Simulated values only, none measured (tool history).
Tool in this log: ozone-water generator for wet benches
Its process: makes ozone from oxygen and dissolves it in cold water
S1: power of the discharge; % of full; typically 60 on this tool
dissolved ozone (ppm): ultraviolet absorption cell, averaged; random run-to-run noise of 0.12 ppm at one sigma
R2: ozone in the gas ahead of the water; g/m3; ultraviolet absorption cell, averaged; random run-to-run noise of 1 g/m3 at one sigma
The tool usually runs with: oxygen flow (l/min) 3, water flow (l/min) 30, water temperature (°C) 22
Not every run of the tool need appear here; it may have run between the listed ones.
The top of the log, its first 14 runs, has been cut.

run 15 hour=569.8 | S1=60 oxygen_flow_(l/min)=3 water_flow_(l/min)=30 water_temperature_(°C)=22 | dissolved_ozone_(ppm)=9.4 R2=174.5
run 16 hour=593.8 | S1=60 oxygen_flow_(l/min)=3 water_flow_(l/min)=30 water_temperature_(°C)=22 | dissolved_ozone_(ppm)=9.5 R2=177.9
run 17 hour=634.9 | S1=60 oxygen_flow_(l/min)=3 water_flow_(l/min)=30 water_temperature_(°C)=22 | dissolved_ozone_(ppm)=9.2 R2=175.5
run 18 hour=681 | S1=60 oxygen_flow_(l/min)=3 water_flow_(l/min)=30 water_temperature_(°C)=22 | dissolved_ozone_(ppm)=9.3 R2=173.7
-- hour=687.3 contactor cleaned, once more
run 19 hour=739.7 | S1=60 oxygen_flow_(l/min)=3 water_flow_(l/min)=20 water_temperature_(°C)=19 | dissolved_ozone_(ppm)=15.4 R2=174.2
run 20 hour=787.2 | S1=49 oxygen_flow_(l/min)=3 water_flow_(l/min)=33 water_temperature_(°C)=22 | dissolved_ozone_(ppm)=7.7 R2=144.5
run 21 hour=818.7 | S1=49 oxygen_flow_(l/min)=3 water_flow_(l/min)=33 water_temperature_(°C)=22 | dissolved_ozone_(ppm)=7.8 R2=145
run 22 hour=863.2 | S1=60 oxygen_flow_(l/min)=3 water_flow_(l/min)=31 water_temperature_(°C)=16 | dissolved_ozone_(ppm)=10.4 R2=174.7
run 23 hour=893.5 | S1=60 oxygen_flow_(l/min)=3 water_flow_(l/min)=31 water_temperature_(°C)=16 | dissolved_ozone_(ppm)=10.5 R2=176.7
run 24 hour=943.3 | S1=60 oxygen_flow_(l/min)=3 water_flow_(l/min)=31 water_temperature_(°C)=16 | dissolved_ozone_(ppm)=10.2 R2=174.1
run 25 hour=991.8 | S1=80 oxygen_flow_(l/min)=3 water_flow_(l/min)=30 water_temperature_(°C)=25 | dissolved_ozone_(ppm)=12.9 R2=224.7
run 26 hour=1020.4 | S1=48 oxygen_flow_(l/min)=3 water_flow_(l/min)=40 water_temperature_(°C)=26 | dissolved_ozone_(ppm)=5.8 R2=142.1
run 27 hour=1052.4 | S1=53 oxygen_flow_(l/min)=5.1 water_flow_(l/min)=37 water_temperature_(°C)=26 | dissolved_ozone_(ppm)=8.2 R2=128.7
run 28 hour=1096.5 | S1=53 oxygen_flow_(l/min)=5.1 water_flow_(l/min)=30 water_temperature_(°C)=24 | dissolved_ozone_(ppm)=10.7 R2=129.6
run 29 hour=1128.7 | S1=53 oxygen_flow_(l/min)=5.1 water_flow_(l/min)=30 water_temperature_(°C)=24 | dissolved_ozone_(ppm)=10.6 R2=129.7
run 30 hour=1163.4 | S1=41 oxygen_flow_(l/min)=5.1 water_flow_(l/min)=23 water_temperature_(°C)=29 | dissolved_ozone_(ppm)=9.7 R2=101.7
run 31 hour=1210.1 | S1=85 oxygen_flow_(l/min)=4.87 water_flow_(l/min)=45 water_temperature_(°C)=26 | dissolved_ozone_(ppm)=10.3 R2=201.8
run 32 hour=1235.9 | S1=85 oxygen_flow_(l/min)=2.72 water_flow_(l/min)=45 water_temperature_(°C)=26 | dissolved_ozone_(ppm)=8.2 R2=245.9

Predict each of these 5 candidate next runs independently; none follows another, all start after run 32:
run A hour=1274.5 | S1=42 oxygen_flow_(l/min)=2.49 water_flow_(l/min)=24 water_temperature_(°C)=22 | dissolved_ozone_(ppm)=? R2=?
run B hour=1274.5 | S1=41 oxygen_flow_(l/min)=4.21 water_flow_(l/min)=30 water_temperature_(°C)=22 | dissolved_ozone_(ppm)=? R2=?
run C hour=1274.5 | S1=99 oxygen_flow_(l/min)=2.72 water_flow_(l/min)=46 water_temperature_(°C)=26 | dissolved_ozone_(ppm)=? R2=?
run D hour=1274.5 | S1=85 oxygen_flow_(l/min)=2.72 water_flow_(l/min)=44 water_temperature_(°C)=26 | dissolved_ozone_(ppm)=? R2=?
run E hour=1274.5 | S1=56 oxygen_flow_(l/min)=2.72 water_flow_(l/min)=45 water_temperature_(°C)=26 | dissolved_ozone_(ppm)=? R2=?

run=A dissolved_ozone_(ppm)=8.5 R2=133.3
run=B dissolved_ozone_(ppm)=8.1 R2=109.1
run=C dissolved_ozone_(ppm)=9.2 R2=281.2
run=D dissolved_ozone_(ppm)=8.3 R2=248.3
run=E dissolved_ozone_(ppm)=5.7 R2=168.1
With the hidden condition removed and each run's random variation left untouched, the same runs would have given:
run=A dissolved_ozone_(ppm)=8.7 R2=135.2
run=B dissolved_ozone_(ppm)=8.3 R2=110.7
run=C dissolved_ozone_(ppm)=9.6 R2=291.7
run=D dissolved_ozone_(ppm)=8.7 R2=256.5
run=E dissolved_ozone_(ppm)=5.8 R2=171.8

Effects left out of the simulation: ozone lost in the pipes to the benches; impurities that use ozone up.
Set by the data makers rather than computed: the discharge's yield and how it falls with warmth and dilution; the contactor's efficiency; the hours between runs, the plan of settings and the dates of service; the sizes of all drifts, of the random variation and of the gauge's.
